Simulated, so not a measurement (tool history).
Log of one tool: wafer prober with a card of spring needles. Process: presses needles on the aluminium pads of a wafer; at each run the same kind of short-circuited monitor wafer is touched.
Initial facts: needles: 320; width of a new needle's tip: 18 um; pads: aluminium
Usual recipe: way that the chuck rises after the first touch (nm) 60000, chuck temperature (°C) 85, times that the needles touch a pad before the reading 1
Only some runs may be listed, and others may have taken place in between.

| run | hour | way that the chuck rises after the first touch (nm) | chuck temperature (°C) | times that the needles touch a pad before the reading | resistance of one needle with its contact and lead (mohm) | way that a needle slides on the pad (nm) |
|---|---|---|---|---|---|---|
| 1 | 0 | 60000 | 85 | 1 | 236 | 13800 |
|  | 16.3 | tips cleaned on abrasive film |
|  | 29.4 | tips cleaned on abrasive film |
|  | 45.7 | tips cleaned on abrasive film |
| 2 | 49.4 | 60000 | 85 | 1 | 632 | 13660 |
|  | 59.2 | tips cleaned on abrasive film |
|  | 75.5 | tips cleaned on abrasive film |
|  | 88.6 | tips cleaned on abrasive film |
|  | 101.7 | tips cleaned on abrasive film |
|  | 114.9 | height of the first contact set anew |
|  | 118.3 | tips cleaned on abrasive film |
| 3 | 123.1 | 60000 | 85 | 1 | 774 | 14090 |
|  | 132.9 | tips cleaned on abrasive film |
|  | 146 | tips cleaned on abrasive film |
|  | 152.6 | tips cleaned on abrasive film, once more |
|  | 165.6 | tips cleaned on abrasive film |
| 4 | 175.6 | 43000 | 85 | 1 | 1805 | 10020 |
|  | 178.9 | tips cleaned on abrasive film |
|  | 191.9 | tips cleaned on abrasive film |
|  | 205 | tips cleaned on abrasive film |
|  | 218.1 | tips cleaned on abrasive film |
|  | 231.1 | tips cleaned on abrasive film |
| 5 | 243.2 | 43000 | 85 | 1 | 2142 | 9940 |
|  | 246.5 | tips cleaned on abrasive film |
|  | 259.6 | tips cleaned on abrasive film |
|  | 272.6 | tips cleaned on abrasive film |
|  | 288.9 | tips cleaned on abrasive film |
|  | 302 | tips cleaned on abrasive film |
| 6 | 304 | 43000 | 85 | 1 | 681 | 9810 |
|  | 317 | tips cleaned on abrasive film |
|  | 330.1 | tips cleaned on abrasive film |
|  | 346.4 | tips cleaned on abrasive film |
|  | 362.7 | tips cleaned on abrasive film |
| 7 | 363.8 | 43000 | 85 | 1 | 708 | 9810 |
|  | 376.8 | tips cleaned on abrasive film |
|  | 389.9 | tips cleaned on abrasive film |
|  | 403 | tips cleaned on abrasive film |
| 8 | 405 | 46000 | 85 | 1 | 694 | 10480 |
|  | 418 | tips cleaned on abrasive film |
|  | 431.1 | tips cleaned on abrasive film |
| 9 | 439.7 | 46000 | 85 | 1 | 1689 | 10410 |
|  | 446.3 | tips cleaned on abrasive film |
|  | 453.1 | height of the first contact set anew |
|  | 459.7 | tips cleaned on abrasive film |
|  | 472.7 | tips cleaned on abrasive film |
|  | 489 | tips cleaned on abrasive film |
|  | 505.3 | tips cleaned on abrasive film |
| 10 | 512.8 | 60000 | 85 | 1 | 922 | 13970 |
|  | 519.4 | tips cleaned on abrasive film |
|  | 532.4 | tips cleaned on abrasive film |
|  | 548.7 | tips cleaned on abrasive film |
|  | 561.8 | tips cleaned on abrasive film |
| 11 | 563.1 | 60000 | 85 | 1 | 381 | 13950 |
|  | 576.2 | tips cleaned on abrasive film |
|  | 589.3 | tips cleaned on abrasive film |
|  | 602.3 | tips cleaned on abrasive film |
|  | 618.6 | tips cleaned on abrasive film |
| 12 | 629.6 | 60000 | 83 | 1 | 1275 | 13900 |
|  | 632.9 | tips cleaned on abrasive film |
|  | 649.2 | tips cleaned on abrasive film |
|  | 665.5 | tips cleaned on abrasive film |
|  | 681.8 | tips cleaned on abrasive film |
|  | 694.9 | tips cleaned on abrasive film |
| 13 | 703.1 | 60000 | 50 | 1 | 1078 | 13860 |
|  | 709.7 | tips cleaned on abrasive film |
|  | 722.7 | tips cleaned on abrasive film |
|  | 735.8 | tips cleaned on abrasive film |
|  | 752.1 | tips cleaned on abrasive film |
| 14 | 758.9 | 60000 | 64 | 1 | 1010 | 13740 |
|  | 765.5 | tips cleaned on abrasive film |
|  | 781.8 | tips cleaned on abrasive film |
|  | 788.6 | height of the first contact set anew |
|  | 795.2 | tips cleaned on abrasive film |
|  | 811.5 | tips cleaned on abrasive film |
|  | 824.5 | tips cleaned on abrasive film |
| 15 | 833.8 | 63000 | 85 | 1 | 1006 | 14750 |
|  | 840.4 | tips cleaned on abrasive film |
|  | 856.7 | tips cleaned on abrasive film |
|  | 869.8 | tips cleaned on abrasive film |
|  | 882.8 | tips cleaned on abrasive film |
|  | 899.1 | tips cleaned on abrasive film |
| 16 | 904.2 | 60000 | 85 | 1 | 806 | 13940 |
|  | 914 | tips cleaned on abrasive film |
|  | 927.1 | tips cleaned on abrasive film |
|  | 943.4 | tips cleaned on abrasive film |
|  | 959.7 | tips cleaned on abrasive film |
|  | 976 | tips cleaned on abrasive film |
| 17 | 981.5 | 60000 | 85 | 3 | 392 | 13900 |
|  | 991.3 | tips cleaned on abrasive film |
|  | 1004.4 | tips cleaned on abrasive film |
|  | 1020.7 | tips cleaned on abrasive film |
|  | 1033.7 | tips cleaned on abrasive film |
|  | 1046.8 | tips cleaned on abrasive film |
| 18 | 1055.3 | 60000 | 39 | 3 | 517 | 13820 |
|  | 1061.9 | tips cleaned on abrasive film |
|  | 1075 | tips cleaned on abrasive film |
|  | 1088 | tips cleaned on abrasive film |
|  | 1104.3 | tips cleaned on abrasive film |
| 19 | 1115.6 | 60000 | 39 | 3 | 558 | 13720 |
|  | 1118.9 | tips cleaned on abrasive film |
|  | 1125.7 | height of the first contact set anew |
|  | 1132.3 | tips cleaned on abrasive film |
|  | 1148.6 | tips cleaned on abrasive film |
|  | 1161.6 | tips cleaned on abrasive film |
|  | 1177.9 | tips cleaned on abrasive film |
| 20 | 1188.9 | 60000 | 39 | 1 | 1280 | 14030 |
|  | 1192.2 | tips cleaned on abrasive film |
|  | 1205.3 | tips cleaned on abrasive film |
|  | 1218.3 | tips cleaned on abrasive film |
|  | 1231.4 | tips cleaned on abrasive film |
| 21 | 1241.5 | 60000 | 39 | 1 | 1275 | 13870 |
|  | 1244.8 | tips cleaned on abrasive film |
|  | 1257.9 | tips cleaned on abrasive film |
|  | 1274.2 | tips cleaned on abrasive film |
| 22 | 1278.9 | 60000 | 39 | 1 | 799 | 13850 |
|  | 1288.7 | tips cleaned on abrasive film |
|  | 1305 | tips cleaned on abrasive film |
|  | 1318.1 | tips cleaned on abrasive film |
|  | 1331.9 | tips cleaned on abrasive film |
| 23 | 1331.9 | 43000 | 113 | 2 | 298 | 9810 |
|  | 1348.2 | tips cleaned on abrasive film |
|  | 1361.3 | tips cleaned on abrasive film |
|  | 1377.6 | tips cleaned on abrasive film |
|  | 1390.7 | tips cleaned on abrasive film |
| 24 | 1395.6 | 47000 | 53 | 2 | 840 | 10750 |
|  | 1405.4 | tips cleaned on abrasive film |
|  | 1418.5 | tips cleaned on abrasive film |
|  | 1434.8 | tips cleaned on abrasive film |
|  | 1447.8 | tips cleaned on abrasive film |
|  | 1460.9 | tips cleaned on abrasive film |
|  | 1461.2 | height of the first contact set anew |
| 25 | 1466.8 | 47000 | 53 | 2 | 859 | 11000 |

Run 26 has not been measured yet. What should we expect?
|  | 1476.6 | tips cleaned on abrasive film |
|  | 1492.9 | tips cleaned on abrasive film |
|  | 1505.9 | tips cleaned on abrasive film |
|  | 1522.2 | tips cleaned on abrasive film |
| 26 | 1526.8 | 47000 | 117 | 2 | ? | ? |

resistance of one needle with its contact and lead (mohm): 791
way that a needle slides on the pad (nm): 10930
Were there no unlogged condition in the tool, this run, its random variation unchanged, would have produced resistance of one needle with its contact and lead (mohm) 146, way that a needle slides on the pad (nm) 11000.
